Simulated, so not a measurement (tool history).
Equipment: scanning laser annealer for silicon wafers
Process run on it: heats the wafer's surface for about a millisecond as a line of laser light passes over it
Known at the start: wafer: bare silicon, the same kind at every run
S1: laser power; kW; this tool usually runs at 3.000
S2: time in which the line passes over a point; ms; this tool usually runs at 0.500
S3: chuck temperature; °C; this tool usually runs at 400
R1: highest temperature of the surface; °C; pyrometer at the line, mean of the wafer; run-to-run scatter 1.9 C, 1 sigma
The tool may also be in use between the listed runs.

run 1 hour=0.0 | S1=3.000 S2=0.500 S3=400 | R1=1192
run 2 hour=42.0 | S1=3.000 S2=0.500 S3=400 | R1=1189
run 3 hour=99.0 | S1=3.000 S2=0.500 S3=400 | R1=1192
run 4 hour=125.3 | S1=3.000 S2=0.500 S3=400 | R1=1192
-- hour=155.1 window over the wafer cleaned
run 5 hour=155.1 | S1=3.000 S2=0.500 S3=400 | R1=1209
run 6 hour=196.4 | S1=2.659 S2=0.500 S3=400 | R1=1092
run 7 hour=224.1 | S1=2.659 S2=0.500 S3=400 | R1=1092
run 8 hour=273.3 | S1=3.000 S2=0.500 S3=426 | R1=1233
-- hour=283.6 optics aligned, line set to its width
run 9 hour=322.2 | S1=3.000 S2=0.500 S3=426 | R1=1237
run 10 hour=376.1 | S1=3.000 S2=0.500 S3=426 | R1=1235
run 11 hour=405.9 | S1=3.000 S2=0.500 S3=426 | R1=1232
run 12 hour=434.4 | S1=3.000 S2=0.500 S3=426 | R1=1236
run 13 hour=481.2 | S1=3.000 S2=0.500 S3=426 | R1=1230
run 14 hour=527.7 | S1=3.000 S2=0.399 S3=426 | R1=1153
run 15 hour=565.2 | S1=3.000 S2=0.500 S3=400 | R1=1204
run 16 hour=615.5 | S1=3.000 S2=0.500 S3=400 | R1=1201
run 17 hour=678.2 | S1=3.000 S2=0.500 S3=438 | R1=1244
run 18 hour=705.0 | S1=3.000 S2=0.500 S3=438 | R1=1235
run 19 hour=734.7 | S1=3.000 S2=0.500 S3=438 | R1=1236
run 20 hour=780.2 | S1=3.000 S2=0.500 S3=400 | R1=1197
run 21 hour=829.9 | S1=2.563 S2=0.381 S3=400 | R1=972
run 22 hour=863.4 | S1=3.000 S2=0.500 S3=423 | R1=1220
run 23 hour=904.6 | S1=3.000 S2=0.500 S3=423 | R1=1217
-- hour=911.0 window over the wafer cleaned
run 24 hour=969.3 | S1=3.000 S2=0.500 S3=400 | R1=1215
run 25 hour=1023.8 | S1=2.552 S2=0.356 S3=404 | R1=970
run 26 hour=1084.1 | S1=3.162 S2=0.500 S3=400 | R1=1268
run 27 hour=1110.9 | S1=3.162 S2=0.500 S3=400 | R1=1265
run 28 hour=1152.4 | S1=3.187 S2=0.395 S3=377 | R1=1164
run 29 hour=1206.2 | S1=3.187 S2=0.395 S3=377 | R1=1164
run 30 hour=1233.3 | S1=2.833 S2=0.383 S3=378 | R1=1041
run 31 hour=1259.8 | S1=2.833 S2=0.383 S3=378 | R1=1042
run 32 hour=1320.7 | S1=2.894 S2=0.537 S3=425 | R1=1218
run 33 hour=1373.1 | S1=2.640 S2=0.422 S3=414 | R1=1044
run 34 hour=1401.3 | S1=2.913 S2=0.413 S3=400 | R1=1107
run 35 hour=1463.6 | S1=2.703 S2=0.475 S3=400 | R1=1082
run 36 hour=1526.0 | S1=3.188 S2=0.371 S3=400 | R1=1154
run 37 hour=1563.9 | S1=3.037 S2=0.371 S3=400 | R1=1111
run 38 hour=1594.0 | S1=2.768 S2=0.400 S3=437 | R1=1082
run 39 hour=1631.5 | S1=2.768 S2=0.400 S3=437 | R1=1082
-- hour=1658.7 window over the wafer cleaned
run 40 hour=1659.4 | S1=3.000 S2=0.413 S3=400 | R1=1143

Each row is a separate what-if for the run after 40, all from the same tool condition, not one after another. Results?
run A hour=1711.1 | S1=2.667 S2=0.413 S3=409 | R1=?
run B hour=1711.1 | S1=3.000 S2=0.404 S3=416 | R1=?
run C hour=1711.1 | S1=2.632 S2=0.503 S3=400 | R1=?
run D hour=1711.1 | S1=2.748 S2=0.500 S3=400 | R1=?

run=A R1=1046
run=B R1=1152
run=C R1=1088
run=D R1=1125
The same runs, with their run-to-run variation unchanged, on a tool lacking any hidden condition would have given:
run=A R1=1046
run=B R1=1152
run=C R1=1088
run=D R1=1125

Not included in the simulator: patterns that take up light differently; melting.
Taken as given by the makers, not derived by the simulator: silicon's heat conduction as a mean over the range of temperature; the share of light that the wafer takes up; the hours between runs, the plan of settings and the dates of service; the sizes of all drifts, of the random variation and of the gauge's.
